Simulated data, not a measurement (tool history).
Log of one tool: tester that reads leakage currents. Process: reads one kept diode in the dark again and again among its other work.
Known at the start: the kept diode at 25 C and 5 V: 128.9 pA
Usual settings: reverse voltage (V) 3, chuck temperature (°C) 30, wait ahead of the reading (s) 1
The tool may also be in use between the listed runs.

run   hour  reverse voltage (V)  chuck temperature (°C)  wait ahead of the reading (s)  current that the tester gives (pA)
  1      0                    3                      30                              1                              154.88
  2   14.9                 1.36                      30                              1                                98.8
  3   31.3                 1.36                      27                              1                               74.68
  4   58.8                 2.88                      30                              1                              151.72
  5   82.4                    3                      32                              1                              185.31
  6    118                    3                      32                              1                              185.51
  7  145.9                    3                      32                              1                              186.14
  8  164.2                    3                      32                           1.19                               187.1
  9  191.7                    3                      32                           3.48                              184.74
 10    220                    3                      32                           3.48                              183.74
 11  242.7                    3                      30                              1                              154.22
 12  277.1                    3                      30                              1                              154.96
 13  301.1                    3                      30                              1                               155.8
 14  333.8                    3                      30                              1                              155.27
 15    367                    3                      30                              1                              155.35
 16  398.2                    3                      30                           0.85                               153.9
 17  434.3                    3                      30                              1                              154.98
 18  464.3                    3                      30                              1                              154.63
 19    493                 1.85                      30                              1                              118.65
 20  512.8                 1.85                      30                              1                              118.21
 21  541.3                  2.6                      59                           0.88                             1625.34
 22  556.3                 2.56                      30                              1                               141.3
 23  585.1                 1.57                      48                           6.01                              509.99
 24  604.4                    3                      29                              1                              141.64
 25  629.2                10.24                      58                              1                             3277.35

Forecast run 26:
 26  652.7                 5.78                      50                           3.39                                   ?

current that the tester gives (pA): 1260.63
Without the tool's hidden state the same run would have given current that the tester gives (pA) 1260.93.

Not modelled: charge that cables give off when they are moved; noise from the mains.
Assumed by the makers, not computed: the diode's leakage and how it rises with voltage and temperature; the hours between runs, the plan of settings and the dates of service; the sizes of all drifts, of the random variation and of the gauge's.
